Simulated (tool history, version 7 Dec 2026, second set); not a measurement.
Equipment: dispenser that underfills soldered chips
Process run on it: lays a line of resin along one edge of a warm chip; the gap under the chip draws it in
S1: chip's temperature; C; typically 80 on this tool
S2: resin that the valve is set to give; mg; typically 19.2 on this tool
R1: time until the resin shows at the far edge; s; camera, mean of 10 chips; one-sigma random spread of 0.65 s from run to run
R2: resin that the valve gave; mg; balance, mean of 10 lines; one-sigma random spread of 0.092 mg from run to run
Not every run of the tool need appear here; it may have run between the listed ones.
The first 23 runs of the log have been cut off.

| run | hour | S1 | S2 | R1 | R2 |
|---|---|---|---|---|---|
| 24 | 102.0 | 77 | 21.8 | 109.8 | 20.53 |
|  | 107.4 | new syringe of resin |
| 25 | 107.4 | 77 | 21.8 | 68.8 | 20.25 |
| 26 | 110.4 | 83 | 21.0 | 61.1 | 19.34 |
|  | 112.6 | dispensing valve cleaned and set on the balance |
| 27 | 115.8 | 69 | 22.5 | 145.0 | 22.43 |
| 28 | 120.1 | 80 | 18.6 | 108.0 | 18.49 |
|  | 123.0 | new syringe of resin |
| 29 | 123.2 | 80 | 18.6 | 58.8 | 18.54 |
| 30 | 127.0 | 80 | 18.6 | 72.5 | 18.51 |
| 31 | 133.6 | 80 | 18.6 | 100.1 | 18.43 |
|  | 137.8 | new syringe of resin |
| 32 | 140.4 | 66 | 19.0 | 134.4 | 18.77 |
| 33 | 146.6 | 66 | 19.0 | 183.0 | 18.70 |
| 34 | 149.8 | 75 | 24.2 | 137.7 | 23.55 |

Each row is a separate what-if for the run after 34, all from the same tool condition, not one after another. Results?
|  | 152.3 | new syringe of resin |
| A | 156.5 | 71 | 19.2 | ? | ? |
|  | 152.3 | new syringe of resin |
| B | 156.5 | 75 | 24.4 | ? | ? |
|  | 152.3 | new syringe of resin |
| C | 156.5 | 75 | 17.9 | ? | ? |
|  | 152.3 | new syringe of resin |
| D | 156.5 | 71 | 21.7 | ? | ? |

| run | R1 | R2 |
|---|---|---|
| A | 117.2 | 18.84 |
| B | 95.3 | 23.78 |
| C | 97.4 | 17.39 |
| D | 116.4 | 21.25 |
What these runs would have given with no unlogged condition in the tool:
| run | R1 | R2 |
|---|---|---|
| A | 89.7 | 19.28 |
| B | 73.3 | 24.34 |
| C | 74.6 | 17.80 |
| D | 89.3 | 21.75 |
